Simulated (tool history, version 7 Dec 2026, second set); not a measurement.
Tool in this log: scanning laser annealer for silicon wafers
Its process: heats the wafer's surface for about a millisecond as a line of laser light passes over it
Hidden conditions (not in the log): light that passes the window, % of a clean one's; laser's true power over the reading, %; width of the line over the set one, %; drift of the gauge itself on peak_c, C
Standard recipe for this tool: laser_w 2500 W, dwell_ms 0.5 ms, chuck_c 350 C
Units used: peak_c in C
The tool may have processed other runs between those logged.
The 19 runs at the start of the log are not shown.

| run | day | laser_w | dwell_ms | chuck_c | hours of work since the window was cleaned | hours of work since the power meter was calibrated | hours of work since the optics were aligned | peak_c |
|---|---|---|---|---|---|---|---|---|
| 20 | 17.462 | 2500 | 0.5 | 316 | 234 | 863 | 521 | 1075 |
| 21 | 18.758 | 2500 | 0.5 | 316 | 256 | 886 | 543 | 1074 |
| 22 | 20.012 | 2500 | 0.436 | 375 | 278 | 907 | 565 | 1073 |
| 23 | 21.325 | 2388 | 0.426 | 320 | 300 | 930 | 587 | 972 |
| 24 | 22.062 | 2388 | 0.425 | 351 | 313 | 942 | 600 | 1000 |
| 25 | 23.05 | 2388 | 0.425 | 351 | 330 | 959 | 616 | 1000 |
| 26 | 24 | 2325 | 0.511 | 367 | 346 | 975 | 633 | 1066 |
| 27 | 25.071 | 2325 | 0.511 | 367 | 364 | 994 | 651 | 1067 |
| 28 | 26.033 | 2613 | 0.477 | 360 | 381 | 1010 | 667 | 1140 |
| 29 | 26.892 | 2500 | 0.399 | 383 | 395 | 1025 | 682 | 1047 |
| 30 | 28.233 | 2212 | 0.5 | 350 | 418 | 1048 | 705 | 994 |
| 31 | 29.3 | 2212 | 0.472 | 350 | 437 | 1066 | 723 | 972 |
| 32 | 30.333 | 2693 | 0.364 | 354 | 454 | 1083 | 741 | 1044 |
| 33 | 31 | 2231 | 0.565 | 354 | 466 | 1095 | 752 | 1056 |
| 34 | 31.846 | 2406 | 0.392 | 352 | 480 | 1109 | 767 | 973 |
| 35 | 32.55 | 2425 | 0.392 | 345 | 492 | 1121 | 779 | 976 |
| 36 | 33.946 | 2458 | 0.352 | 350 | 516 | 1145 | 803 | 950 |
| 37 | 34.592 | 2740 | 0.376 | 345 | 527 | 1156 | 814 | 1064 |
| 38 | 35.95 | 2740 | 0.376 | 345 | 550 | 1180 | 837 | 1062 |
| 39 | 36.754 | 2500 | 0.454 | 379 | 564 | 1193 | 851 | 1090 |
| 40 | 37.383 | 2202 | 0.5 | 350 | 575 | 1204 | 861 | 990 |
| 41 | 38.154 | 2500 | 0.5 | 365 | 588 | 1217 | 875 | 1118 |

Predict each of these 4 candidate next runs independently; none follows another, all start after run 41:
| A | 39.154 | 2336 | 0.443 | 370 | 605 | 1234 | 892 | ? |
| B | 39.154 | 2439 | 0.5 | 365 | 605 | 1234 | 892 | ? |
| C | 39.154 | 2500 | 0.487 | 348 | 605 | 1234 | 892 | ? |
| D | 39.154 | 2339 | 0.462 | 361 | 605 | 1234 | 892 | ? |

| run | peak_c |
|---|---|
| A | 1011 |
| B | 1091 |
| C | 1088 |
| D | 1023 |
What these runs would have given with no unlogged condition in the tool:
| run | peak_c |
|---|---|
| A | 1021 |
| B | 1102 |
| C | 1100 |
| D | 1033 |
